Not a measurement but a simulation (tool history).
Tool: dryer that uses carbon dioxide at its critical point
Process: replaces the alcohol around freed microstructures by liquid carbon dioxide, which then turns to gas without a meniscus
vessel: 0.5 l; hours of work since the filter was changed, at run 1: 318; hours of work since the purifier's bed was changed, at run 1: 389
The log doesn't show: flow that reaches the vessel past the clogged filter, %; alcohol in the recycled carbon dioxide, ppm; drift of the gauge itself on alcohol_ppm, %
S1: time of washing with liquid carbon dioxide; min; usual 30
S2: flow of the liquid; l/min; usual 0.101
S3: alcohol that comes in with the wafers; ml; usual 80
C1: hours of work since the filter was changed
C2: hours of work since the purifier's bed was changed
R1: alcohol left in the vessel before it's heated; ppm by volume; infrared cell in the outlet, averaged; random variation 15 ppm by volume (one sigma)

| run | day | S1 | S2 | S3 | C1 | C2 | R1 |
|---|---|---|---|---|---|---|---|
| 1 | 0.000 | 30 | 0.101 | 80 | 318 | 389 | 1370 |
| 2 | 0.646 | 30 | 0.101 | 80 | 327 | 399 | 1407 |
| 3 | 1.208 | 30 | 0.101 | 80 | 336 | 408 | 1436 |
| 4 | 1.892 | 30 | 0.101 | 80 | 346 | 418 | 1402 |
| 5 | 2.417 | 29 | 0.101 | 80 | 354 | 426 | 1689 |
| 6 | 2.929 | 20 | 0.101 | 80 | 361 | 433 | 6978 |
| 7 | 3.342 | 20 | 0.101 | 80 | 368 | 439 | 6913 |
| 8 | 3.667 | 20 | 0.101 | 80 | 372 | 444 | 6850 |
| 9 | 4.188 | 20 | 0.101 | 80 | 380 | 452 | 6882 |
| 10 | 4.696 | 20 | 0.101 | 80 | 388 | 460 | 7125 |
| 11 | 5.179 | 47 | 0.105 | 60 | 395 | 467 | 69 |
| 12 | 5.629 | 47 | 0.069 | 60 | 402 | 474 | 762 |
| 13 | 5.933 | 20 | 0.164 | 36 | 406 | 478 | 518 |
| 14 | 6.408 | 20 | 0.164 | 36 | 413 | 485 | 523 |
| 15 | 6.721 | 20 | 0.164 | 36 | 418 | 490 | 527 |
| 16 | 7.296 | 20 | 0.164 | 36 | 427 | 499 | 536 |
| 17 | 7.942 | 20 | 0.164 | 36 | 436 | 508 | 540 |
| 18 | 8.633 | 21 | 0.111 | 28 | 447 | 519 | 1598 |
| 19 | 9.038 | 30 | 0.115 | 38 | 453 | 525 | 434 |
| 20 | 9.612 | 30 | 0.115 | 38 | 461 | 533 | 419 |

Forecast each of these 4 alternatives for the next run:
| A | 10.075 | 27 | 0.077 | 95 | 468 | 540 | ? |
| B | 10.075 | 30 | 0.127 | 80 | 468 | 540 | ? |
| C | 10.075 | 40 | 0.078 | 43 | 468 | 540 | ? |
| D | 10.075 | 27 | 0.141 | 80 | 468 | 540 | ? |

| run | R1 |
|---|---|
| A | 7760 |
| B | 541 |
| C | 729 |
| D | 544 |
Without the tool's hidden state the same runs would have given:
| run | R1 |
|---|---|
| A | 5425 |
| B | 278 |
| C | 418 |
| D | 280 |

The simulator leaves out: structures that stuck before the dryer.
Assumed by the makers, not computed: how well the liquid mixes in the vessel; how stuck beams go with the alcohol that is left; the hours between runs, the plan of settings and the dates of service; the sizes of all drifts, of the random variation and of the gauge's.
